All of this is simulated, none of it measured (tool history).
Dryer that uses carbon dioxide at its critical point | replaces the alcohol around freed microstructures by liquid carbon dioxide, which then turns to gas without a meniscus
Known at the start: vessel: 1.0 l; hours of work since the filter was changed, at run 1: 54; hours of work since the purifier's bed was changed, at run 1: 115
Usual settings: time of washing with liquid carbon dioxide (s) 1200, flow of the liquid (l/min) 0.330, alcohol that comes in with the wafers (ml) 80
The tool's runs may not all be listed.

| run | day | time of washing with liquid carbon dioxide (s) | flow of the liquid (l/min) | alcohol that comes in with the wafers (ml) | hours of work since the filter was changed | hours of work since the purifier's bed was changed | alcohol left in the vessel before it's heated (ppm by volume) |
|---|---|---|---|---|---|---|---|
| 1 | 0.000 | 1200 | 0.330 | 80 | 54 | 115 | 202 |
| 2 | 0.908 | 1200 | 0.330 | 80 | 70 | 131 | 204 |
| 3 | 1.538 | 1200 | 0.330 | 80 | 81 | 142 | 212 |
| 4 | 2.400 | 1200 | 0.330 | 80 | 96 | 157 | 229 |
| 5 | 3.042 | 1200 | 0.330 | 75 | 107 | 169 | 229 |
| 6 | 3.925 | 1200 | 0.330 | 75 | 123 | 184 | 231 |
| 7 | 4.979 | 1200 | 0.362 | 75 | 142 | 203 | 153 |
| 8 | 6.071 | 1200 | 0.362 | 75 | 161 | 222 | 170 |
| 9 | 6.833 | 1200 | 0.330 | 80 | 174 | 236 | 287 |
| 10 | 7.521 | 1200 | 0.330 | 80 | 187 | 248 | 304 |
| 11 | 8.750 | 1200 | 0.330 | 80 | 208 | 270 | 306 |
| 12 | 9.817 | 1200 | 0.330 | 80 | 227 | 289 | 341 |
|  | 10.879 | inlet filter changed |
| 13 | 11.179 | 1200 | 0.330 | 80 | 5 | 312 | 225 |
| 14 | 12.000 | 1200 | 0.330 | 80 | 20 | 326 | 212 |
| 15 | 13.338 | 1200 | 0.330 | 80 | 44 | 350 | 243 |
| 16 | 13.988 | 960 | 0.330 | 80 | 55 | 362 | 617 |
| 17 | 15.433 | 960 | 0.330 | 80 | 81 | 387 | 677 |
| 18 | 16.696 | 960 | 0.207 | 80 | 103 | 410 | 3883 |
| 19 | 17.692 | 960 | 0.207 | 80 | 121 | 427 | 4038 |
| 20 | 18.933 | 960 | 0.207 | 80 | 143 | 449 | 4121 |
| 21 | 19.662 | 1080 | 0.330 | 80 | 155 | 462 | 485 |
| 22 | 20.817 | 1080 | 0.330 | 80 | 176 | 482 | 505 |
| 23 | 21.946 | 1080 | 0.330 | 80 | 196 | 502 | 540 |
| 24 | 23.329 | 1500 | 0.330 | 80 | 220 | 527 | 174 |
| 25 | 24.550 | 840 | 0.476 | 20 | 242 | 549 | 182 |
|  | 24.775 | inlet filter changed |
| 26 | 25.362 | 840 | 0.476 | 20 | 10 | 562 | 155 |
| 27 | 26.254 | 1200 | 0.330 | 55 | 26 | 578 | 222 |
| 28 | 26.892 | 720 | 0.330 | 75 | 37 | 589 | 1887 |
| 29 | 28.117 | 1860 | 0.215 | 72 | 59 | 611 | 268 |
| 30 | 28.754 | 1800 | 0.256 | 33 | 70 | 622 | 151 |
| 31 | 29.829 | 1380 | 0.361 | 23 | 89 | 641 | 148 |
| 32 | 30.617 | 840 | 0.247 | 75 | 103 | 655 | 3327 |
| 33 | 31.521 | 840 | 0.247 | 75 | 119 | 671 | 3285 |
| 34 | 32.533 | 840 | 0.247 | 75 | 137 | 689 | 3309 |
| 35 | 33.971 | 840 | 0.396 | 22 | 163 | 714 | 316 |
| 36 | 34.900 | 1200 | 0.330 | 87 | 179 | 731 | 418 |
| 37 | 35.950 | 1200 | 0.330 | 87 | 198 | 750 | 425 |
| 38 | 36.758 | 840 | 0.389 | 80 | 212 | 764 | 827 |
| 39 | 37.608 | 840 | 0.389 | 80 | 227 | 779 | 884 |
|  | 38.704 | inlet filter changed |
| 40 | 38.858 | 840 | 0.389 | 80 | 3 | 800 | 595 |
| 41 | 39.529 | 1560 | 0.535 | 52 | 15 | 812 | 177 |
| 42 | 40.512 | 1080 | 0.311 | 61 | 32 | 830 | 483 |
| 43 | 41.362 | 1080 | 0.311 | 61 | 47 | 845 | 502 |
| 44 | 42.321 | 1200 | 0.238 | 98 | 64 | 862 | 1335 |
| 45 | 43.462 | 1560 | 0.389 | 27 | 84 | 882 | 189 |
| 46 | 44.467 | 1020 | 0.459 | 63 | 102 | 900 | 233 |
| 47 | 45.254 | 1380 | 0.459 | 63 | 116 | 913 | 203 |

Predict each of these 3 candidate next runs independently; none follows another, all start after run 47:
| A | 46.638 | 960 | 0.244 | 26 | 140 | 938 | ? |
| B | 46.638 | 1200 | 0.436 | 24 | 140 | 938 | ? |
| C | 46.638 | 1380 | 0.248 | 99 | 140 | 938 | ? |

| run | alcohol left in the vessel before it's heated (ppm by volume) |
|---|---|
| A | 947 |
| B | 215 |
| C | 784 |
Had the tool no hidden state, the same runs would have come out as:
| run | alcohol left in the vessel before it's heated (ppm by volume) |
|---|---|
| A | 594 |
| B | 17 |
| C | 416 |

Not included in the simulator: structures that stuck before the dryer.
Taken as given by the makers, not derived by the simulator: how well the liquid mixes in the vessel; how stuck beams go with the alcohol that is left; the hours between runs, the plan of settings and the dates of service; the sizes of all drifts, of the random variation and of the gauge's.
